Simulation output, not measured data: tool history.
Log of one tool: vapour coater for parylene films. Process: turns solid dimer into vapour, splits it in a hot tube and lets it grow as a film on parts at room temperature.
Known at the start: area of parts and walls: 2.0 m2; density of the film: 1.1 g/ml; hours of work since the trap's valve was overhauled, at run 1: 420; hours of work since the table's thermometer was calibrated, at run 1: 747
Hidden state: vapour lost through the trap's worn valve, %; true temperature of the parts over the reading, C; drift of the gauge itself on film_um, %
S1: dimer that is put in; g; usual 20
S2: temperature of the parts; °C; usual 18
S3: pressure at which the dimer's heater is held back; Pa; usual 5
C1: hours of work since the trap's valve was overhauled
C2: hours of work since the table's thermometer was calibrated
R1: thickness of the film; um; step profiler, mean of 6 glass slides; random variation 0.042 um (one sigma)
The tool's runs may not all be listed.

run 1 hour=0 | S1=20 S2=18 S3=5 | C1=420 C2=747 | R1=6.24
run 2 hour=31.3 | S1=20 S2=18 S3=5 | C1=440 C2=767 | R1=6.29
run 3 hour=66.3 | S1=20 S2=18 S3=5 | C1=461 C2=789 | R1=6.24
run 4 hour=91.4 | S1=20 S2=18 S3=5 | C1=477 C2=804 | R1=6.28
run 5 hour=127.4 | S1=20 S2=18 S3=2.07 | C1=499 C2=826 | R1=7.04
run 6 hour=150.6 | S1=20 S2=14 S3=2.07 | C1=514 C2=841 | R1=7.79
run 7 hour=185 | S1=20 S2=18 S3=5 | C1=535 C2=862 | R1=6.11
run 8 hour=221.3 | S1=16 S2=18 S3=5 | C1=558 C2=885 | R1=4.92
-- hour=237.2 table's thermometer calibrated
run 9 hour=269.4 | S1=20 S2=18 S3=5 | C1=587 C2=20 | R1=6.24
-- hour=284.2 trap's valve overhauled
run 10 hour=317.9 | S1=20 S2=18 S3=5 | C1=21 C2=48 | R1=6.54
run 11 hour=345.2 | S1=20 S2=18 S3=5 | C1=38 C2=65 | R1=6.59
run 12 hour=382.6 | S1=20 S2=18 S3=5 | C1=61 C2=88 | R1=6.55
run 13 hour=410.5 | S1=20 S2=18 S3=5 | C1=79 C2=105 | R1=6.54
run 14 hour=450.3 | S1=20 S2=18 S3=5 | C1=103 C2=130 | R1=6.52
run 15 hour=489.1 | S1=20 S2=18 S3=5 | C1=127 C2=154 | R1=6.49
run 16 hour=514.4 | S1=11 S2=14 S3=7.61 | C1=143 C2=170 | R1=3.69
run 17 hour=561.1 | S1=9 S2=14 S3=2.11 | C1=172 C2=199 | R1=3.65
run 18 hour=592.5 | S1=11 S2=14 S3=5.13 | C1=192 C2=218 | R1=3.95
run 19 hour=618.9 | S1=17 S2=26 S3=3.76 | C1=208 C2=235 | R1=4.7
run 20 hour=659.2 | S1=11 S2=12 S3=3.76 | C1=233 C2=260 | R1=4.25
run 21 hour=691 | S1=20 S2=15 S3=4.27 | C1=253 C2=280 | R1=7.05
run 22 hour=733.1 | S1=20 S2=24 S3=4.97 | C1=279 C2=306 | R1=5.55
run 23 hour=766.9 | S1=20 S2=24 S3=4.97 | C1=300 C2=327 | R1=5.55
run 24 hour=807.6 | S1=20 S2=24 S3=4.97 | C1=325 C2=352 | R1=5.54
run 25 hour=838.5 | S1=20 S2=15 S3=4.62 | C1=345 C2=371 | R1=6.94
run 26 hour=884.6 | S1=12 S2=19 S3=10.21 | C1=373 C2=400 | R1=3.3
run 27 hour=925 | S1=26 S2=18 S3=5 | C1=398 C2=425 | R1=8.22
run 28 hour=961.5 | S1=9 S2=18 S3=5 | C1=421 C2=448 | R1=2.84
run 29 hour=993 | S1=9 S2=18 S3=5 | C1=441 C2=467 | R1=2.78
run 30 hour=1018.4 | S1=9 S2=29 S3=2.48 | C1=456 C2=483 | R1=2.44

Some steps in R1 between neighbouring runs. How much of each would the tool show without its hidden state too (settings, what came in, random variation), and how much is left for the hidden state, with any gauge scatter that isn't in both results?
Run 9 -> 10: trap's valve overhauled. R1 +0.3 um: hidden state +0.32, all else -0.02.
Run 25 -> 26: S1 20 -> 12, S2 15 -> 19, S3 4.62 -> 10.21. R1 -3.64 um: hidden state +0.13, all else -3.77.
Run 26 -> 27: S1 12 -> 26, S2 19 -> 18, S3 10.21 -> 5. R1 +4.92 um: hidden state -0.24, all else +5.16.
Run 27 -> 28: S1 26 -> 9. R1 -5.38 um: hidden state +0.25, all else -5.63.
